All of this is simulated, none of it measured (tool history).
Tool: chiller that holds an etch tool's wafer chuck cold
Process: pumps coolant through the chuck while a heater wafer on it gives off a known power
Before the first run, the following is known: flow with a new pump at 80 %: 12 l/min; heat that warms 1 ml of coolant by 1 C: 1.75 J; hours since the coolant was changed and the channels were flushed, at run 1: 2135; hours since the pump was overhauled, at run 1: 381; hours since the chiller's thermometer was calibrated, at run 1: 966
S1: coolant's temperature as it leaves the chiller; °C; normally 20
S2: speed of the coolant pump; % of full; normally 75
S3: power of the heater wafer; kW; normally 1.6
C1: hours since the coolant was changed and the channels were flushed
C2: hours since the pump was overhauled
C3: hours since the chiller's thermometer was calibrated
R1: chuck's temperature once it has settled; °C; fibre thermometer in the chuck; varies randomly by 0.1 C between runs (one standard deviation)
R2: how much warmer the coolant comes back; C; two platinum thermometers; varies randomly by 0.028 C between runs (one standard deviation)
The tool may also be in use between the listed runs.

run    hour  S1  S2     S3    C1    C2    C3    R1    R2
  1       0  20  75    1.6  2135   381   966  33.2  4.95
  2   150.2  20  75    1.6  2285   531  1116  33.1  4.93
  3   364.6  20  75    1.6  2499   746  1330  33.4  4.96
  4   531.2  20  75    1.6  2666   912  1497  33.4  4.95
  5   720.9  20  75    1.6  2856  1102  1687  33.6  4.92
  6     940  20  81    1.6  3075  1321  1906  32.9   4.6
  7  1052.2  20  75    1.6  3187  1433  2018  33.9  4.97
  8  1193.6  18  75    1.6  3328  1575  2159  31.8  4.96
  9  1359.8  20  75    1.6  3495  1741  2325  33.6  4.96
 10  1514.3  13  75    1.6  3649  1895  2480    27  5.05
 11  1620.9  13  75    1.6  3756  2002  2586  27.1  5.02
 12  1757.6  27  64  0.836  3892  2139  2723  35.6  3.08
 13  1966.9  12  75    1.6  4102  2348  2933  26.2  5.03
 14  2132.9  20  64  1.822  4268  2514  3099  38.3  6.72
 15  2278.4  20  75    1.6  4413  2660  3244  34.4  5.06
       2427  -- chiller's thermometer calibrated
 16  2482.6  20  73  1.211  4616  2863    56  30.8  3.92
 17  2585.4  20  64  1.021  4719  2966   158  30.1  3.75
 18  2761.9  20  64  1.021  4896  3142   335  30.4  3.77
 19  2874.2  10  66   2.25  5008  3254   447  32.4  8.06
 20  3073.5  10  66   2.25  5207  3454   647  32.5  8.15
 21  3228.4  10  66   2.25  5362  3608   801  32.6  8.13

4 ways to go on from here, each from the tool as it stands after run 21. What would each give?
  A  3316.4  13  66   2.25  5450  3696  889   ?   ?
  B  3316.4  10  68   2.25  5450  3696  889   ?   ?
  C  3316.4  20  75  0.872  5450  3696  889   ?   ?
  D  3316.4  17  66  1.934  5450  3696  889   ?   ?

run    R1    R2
  A  35.7   8.2
  B  32.1  7.92
  C    28  2.78
  D  36.5  7.04
Stripped of hidden state, with their random variation kept, the same runs would have yielded:
run    R1    R2
  A  32.1  7.83
  B  28.7  7.56
  C  26.7  2.65
  D  33.4  6.72
